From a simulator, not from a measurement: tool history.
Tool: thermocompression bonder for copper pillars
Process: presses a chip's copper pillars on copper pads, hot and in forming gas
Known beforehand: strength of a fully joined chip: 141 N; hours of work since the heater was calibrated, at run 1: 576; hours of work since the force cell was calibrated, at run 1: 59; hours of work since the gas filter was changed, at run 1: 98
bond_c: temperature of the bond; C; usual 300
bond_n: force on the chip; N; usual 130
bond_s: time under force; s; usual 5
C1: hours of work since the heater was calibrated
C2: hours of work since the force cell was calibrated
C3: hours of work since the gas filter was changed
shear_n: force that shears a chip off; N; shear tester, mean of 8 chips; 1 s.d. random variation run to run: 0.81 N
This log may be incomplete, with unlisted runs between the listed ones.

{"run": 1, "hour": 0.0, "bond_c": 300, "bond_n": 130, "bond_s": 5, "C1": 576, "C2": 59, "C3": 98, "shear_n": 87.5}
{"run": 2, "hour": 18.0, "bond_c": 300, "bond_n": 130, "bond_s": 5, "C1": 588, "C2": 71, "C3": 110, "shear_n": 87.1}
{"run": 3, "hour": 38.2, "bond_c": 300, "bond_n": 130, "bond_s": 5, "C1": 602, "C2": 84, "C3": 124, "shear_n": 88.6}
{"run": 4, "hour": 53.5, "bond_c": 300, "bond_n": 130, "bond_s": 5, "C1": 612, "C2": 94, "C3": 134, "shear_n": 87.8}
{"run": 5, "hour": 74.4, "bond_c": 300, "bond_n": 130, "bond_s": 5, "C1": 626, "C2": 109, "C3": 148, "shear_n": 87.6}
{"run": 6, "hour": 93.5, "bond_c": 300, "bond_n": 130, "bond_s": 5, "C1": 639, "C2": 121, "C3": 161, "shear_n": 89.8}
{"run": 7, "hour": 113.7, "bond_c": 300, "bond_n": 130, "bond_s": 5, "C1": 653, "C2": 135, "C3": 174, "shear_n": 87.8}
{"run": 8, "hour": 137.1, "bond_c": 300, "bond_n": 130, "bond_s": 5, "C1": 669, "C2": 151, "C3": 190, "shear_n": 88.6}
{"run": 9, "hour": 161.1, "bond_c": 300, "bond_n": 130, "bond_s": 5, "C1": 685, "C2": 167, "C3": 206, "shear_n": 88.4}
{"run": 10, "hour": 175.0, "bond_c": 300, "bond_n": 130, "bond_s": 3, "C1": 694, "C2": 176, "C3": 216, "shear_n": 74.3}
{"run": 11, "hour": 191.1, "bond_c": 300, "bond_n": 130, "bond_s": 3, "C1": 705, "C2": 187, "C3": 226, "shear_n": 75.3}
{"run": 12, "hour": 202.7, "bond_c": 300, "bond_n": 130, "bond_s": 3, "C1": 713, "C2": 195, "C3": 234, "shear_n": 76.0}
{"run": 13, "hour": 222.8, "bond_c": 300, "bond_n": 130, "bond_s": 5, "C1": 726, "C2": 208, "C3": 248, "shear_n": 88.6}
{"run": 14, "hour": 239.8, "bond_c": 290, "bond_n": 130, "bond_s": 5, "C1": 738, "C2": 220, "C3": 259, "shear_n": 78.7}
{"run": 15, "hour": 255.5, "bond_c": 300, "bond_n": 130, "bond_s": 5, "C1": 748, "C2": 230, "C3": 270, "shear_n": 88.5}
{"run": 16, "hour": 279.6, "bond_c": 300, "bond_n": 130, "bond_s": 5, "C1": 764, "C2": 246, "C3": 286, "shear_n": 89.7}
{"run": 17, "hour": 305.2, "bond_c": 300, "bond_n": 130, "bond_s": 5, "C1": 782, "C2": 264, "C3": 303, "shear_n": 87.6}
{"run": 18, "hour": 316.6, "bond_c": 300, "bond_n": 130, "bond_s": 5, "C1": 789, "C2": 271, "C3": 311, "shear_n": 88.4}
{"run": 19, "hour": 336.2, "bond_c": 300, "bond_n": 130, "bond_s": 5, "C1": 802, "C2": 285, "C3": 324, "shear_n": 89.5}
{"run": 20, "hour": 356.4, "bond_c": 300, "bond_n": 130, "bond_s": 5, "C1": 816, "C2": 298, "C3": 338, "shear_n": 89.8}
{"run": 21, "hour": 369.9, "bond_c": 300, "bond_n": 130, "bond_s": 5, "C1": 825, "C2": 307, "C3": 347, "shear_n": 88.8}
{"run": 22, "hour": 386.2, "bond_c": 294, "bond_n": 110, "bond_s": 3, "C1": 836, "C2": 318, "C3": 358, "shear_n": 62.3}
{"run": 23, "hour": 399.7, "bond_c": 287, "bond_n": 98, "bond_s": 3, "C1": 845, "C2": 327, "C3": 367, "shear_n": 52.8}
{"run": 24, "hour": 412.3, "bond_c": 287, "bond_n": 98, "bond_s": 3, "C1": 853, "C2": 336, "C3": 375, "shear_n": 53.4}
{"run": 25, "hour": 437.6, "bond_c": 296, "bond_n": 191, "bond_s": 4, "C1": 870, "C2": 353, "C3": 392, "shear_n": 99.7}
{"run": 26, "hour": 464.0, "bond_c": 296, "bond_n": 191, "bond_s": 4, "C1": 888, "C2": 370, "C3": 410, "shear_n": 97.6}
{"run": 27, "hour": 486.4, "bond_c": 296, "bond_n": 191, "bond_s": 4, "C1": 903, "C2": 385, "C3": 425, "shear_n": 98.9}
{"run": 28, "hour": 508.3, "bond_c": 300, "bond_n": 130, "bond_s": 11, "C1": 918, "C2": 400, "C3": 440, "shear_n": 107.6}
{"hour": 514.6, "done": "forming gas filter changed"}
{"run": 29, "hour": 533.1, "bond_c": 329, "bond_n": 130, "bond_s": 5, "C1": 934, "C2": 417, "C3": 12, "shear_n": 116.1}
{"run": 30, "hour": 545.3, "bond_c": 292, "bond_n": 137, "bond_s": 5, "C1": 943, "C2": 425, "C3": 21, "shear_n": 85.9}
{"run": 31, "hour": 571.1, "bond_c": 329, "bond_n": 92, "bond_s": 3, "C1": 960, "C2": 442, "C3": 38, "shear_n": 87.3}
{"run": 32, "hour": 587.8, "bond_c": 329, "bond_n": 166, "bond_s": 3, "C1": 971, "C2": 453, "C3": 49, "shear_n": 114.5}
{"run": 33, "hour": 610.1, "bond_c": 310, "bond_n": 90, "bond_s": 5, "C1": 986, "C2": 468, "C3": 64, "shear_n": 82.1}
{"run": 34, "hour": 631.5, "bond_c": 299, "bond_n": 124, "bond_s": 5, "C1": 1000, "C2": 483, "C3": 79, "shear_n": 88.5}
{"run": 35, "hour": 658.7, "bond_c": 300, "bond_n": 86, "bond_s": 15, "C1": 1019, "C2": 501, "C3": 97, "shear_n": 97.4}
{"run": 36, "hour": 679.1, "bond_c": 288, "bond_n": 109, "bond_s": 3, "C1": 1032, "C2": 515, "C3": 111, "shear_n": 59.5}
{"run": 37, "hour": 690.2, "bond_c": 294, "bond_n": 88, "bond_s": 3, "C1": 1040, "C2": 522, "C3": 118, "shear_n": 55.4}
{"run": 38, "hour": 708.2, "bond_c": 294, "bond_n": 88, "bond_s": 3, "C1": 1052, "C2": 534, "C3": 130, "shear_n": 55.3}
{"run": 39, "hour": 727.0, "bond_c": 324, "bond_n": 85, "bond_s": 7, "C1": 1065, "C2": 547, "C3": 143, "shear_n": 99.6}

How would selected steps in shear_n from run to run divide? Give the signed amount a tool lacking its hidden state would still show from settings, what came in and random variation, and the signed amount left for the hidden state, including any gauge scatter that is not in both of the compared results.
Hidden state at play: true temperature of the bond over the reading, C; force that reaches the chip, % of what is set; oxide that the forming gas leaves, % of the face; drift of the gauge itself on shear_n, %.
Run 24 -> 25: bond_c 287 -> 296, bond_n 98 -> 191, bond_s 3 -> 4. shear_n +46.3 N: hidden state +0.2, all else +46.1.
Run 28 -> 29: bond_c 300 -> 329, bond_s 11 -> 5, forming gas filter changed. shear_n +8.5 N: hidden state +1.7, all else +6.8.
Run 29 -> 30: bond_c 329 -> 292, bond_n 130 -> 137. shear_n -30.2 N: hidden state +1.4, all else -31.6.
Run 32 -> 33: bond_c 329 -> 310, bond_n 166 -> 90, bond_s 3 -> 5. shear_n -32.4 N: hidden state +1.3, all else -33.7.
Run 35 -> 36: bond_c 300 -> 288, bond_n 86 -> 109, bond_s 15 -> 3. shear_n -37.9 N: hidden state -0.6, all else -37.3.
Run 38 -> 39: bond_c 294 -> 324, bond_n 88 -> 85, bond_s 3 -> 7. shear_n +44.3 N: hidden state +0.5, all else +43.8.

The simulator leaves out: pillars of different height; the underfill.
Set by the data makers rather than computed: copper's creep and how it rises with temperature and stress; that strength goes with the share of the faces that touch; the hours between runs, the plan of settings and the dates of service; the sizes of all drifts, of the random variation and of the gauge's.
